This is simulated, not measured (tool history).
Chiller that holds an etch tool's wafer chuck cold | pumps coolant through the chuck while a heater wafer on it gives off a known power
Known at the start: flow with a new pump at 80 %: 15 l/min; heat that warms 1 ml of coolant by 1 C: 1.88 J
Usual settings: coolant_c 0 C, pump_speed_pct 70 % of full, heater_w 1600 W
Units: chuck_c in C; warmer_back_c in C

{"run": 1, "hour": 0.0, "coolant_c": 0, "pump_speed_pct": 70, "heater_w": 1600, "chuck_c": 20.1, "warmer_back_c": 3.98}
{"run": 2, "hour": 50.1, "coolant_c": 0, "pump_speed_pct": 70, "heater_w": 1600, "chuck_c": 20.3, "warmer_back_c": 3.94}
{"run": 3, "hour": 110.7, "coolant_c": 0, "pump_speed_pct": 70, "heater_w": 1600, "chuck_c": 20.1, "warmer_back_c": 3.98}
{"run": 4, "hour": 141.4, "coolant_c": 0, "pump_speed_pct": 70, "heater_w": 1600, "chuck_c": 19.9, "warmer_back_c": 3.95}
{"run": 5, "hour": 206.2, "coolant_c": 0, "pump_speed_pct": 70, "heater_w": 1600, "chuck_c": 20.1, "warmer_back_c": 3.96}
{"run": 6, "hour": 267.0, "coolant_c": 0, "pump_speed_pct": 70, "heater_w": 1600, "chuck_c": 20.3, "warmer_back_c": 3.97}
{"run": 7, "hour": 331.5, "coolant_c": 0, "pump_speed_pct": 70, "heater_w": 1600, "chuck_c": 20.3, "warmer_back_c": 3.98}
{"run": 8, "hour": 396.3, "coolant_c": 0, "pump_speed_pct": 70, "heater_w": 1600, "chuck_c": 20.3, "warmer_back_c": 3.99}
{"run": 9, "hour": 452.9, "coolant_c": 0, "pump_speed_pct": 70, "heater_w": 1600, "chuck_c": 20.6, "warmer_back_c": 3.99}
{"run": 10, "hour": 485.6, "coolant_c": 0, "pump_speed_pct": 61, "heater_w": 935, "chuck_c": 13.6, "warmer_back_c": 2.69}
{"run": 11, "hour": 552.1, "coolant_c": -9, "pump_speed_pct": 70, "heater_w": 1600, "chuck_c": 11.2, "warmer_back_c": 3.99}
{"run": 12, "hour": 604.6, "coolant_c": -5, "pump_speed_pct": 60, "heater_w": 1600, "chuck_c": 18.9, "warmer_back_c": 4.74}
{"run": 13, "hour": 664.3, "coolant_c": -5, "pump_speed_pct": 60, "heater_w": 1600, "chuck_c": 18.8, "warmer_back_c": 4.74}

Forecast each of these 5 alternatives for the next run:
{"run": "A", "hour": 708.7, "coolant_c": 0, "pump_speed_pct": 100, "heater_w": 1600, "chuck_c": "?", "warmer_back_c": "?"}
{"run": "B", "hour": 708.7, "coolant_c": -5, "pump_speed_pct": 70, "heater_w": 1600, "chuck_c": "?", "warmer_back_c": "?"}
{"run": "C", "hour": 708.7, "coolant_c": -5, "pump_speed_pct": 67, "heater_w": 1600, "chuck_c": "?", "warmer_back_c": "?"}
{"run": "D", "hour": 708.7, "coolant_c": -8, "pump_speed_pct": 82, "heater_w": 1165, "chuck_c": "?", "warmer_back_c": "?"}
{"run": "E", "hour": 708.7, "coolant_c": 0, "pump_speed_pct": 74, "heater_w": 1115, "chuck_c": "?", "warmer_back_c": "?"}

run=A chuck_c=14.6 warmer_back_c=2.68
run=B chuck_c=15.6 warmer_back_c=4.00
run=C chuck_c=16.4 warmer_back_c=4.19
run=D chuck_c=5.1 warmer_back_c=2.48
run=E chuck_c=13.7 warmer_back_c=2.63
Without the tool's hidden state the same runs would have given:
run=A chuck_c=13.2 warmer_back_c=2.65
run=B chuck_c=13.8 warmer_back_c=3.96
run=C chuck_c=14.5 warmer_back_c=4.14
run=D chuck_c=3.9 warmer_back_c=2.45
run=E chuck_c=12.5 warmer_back_c=2.61
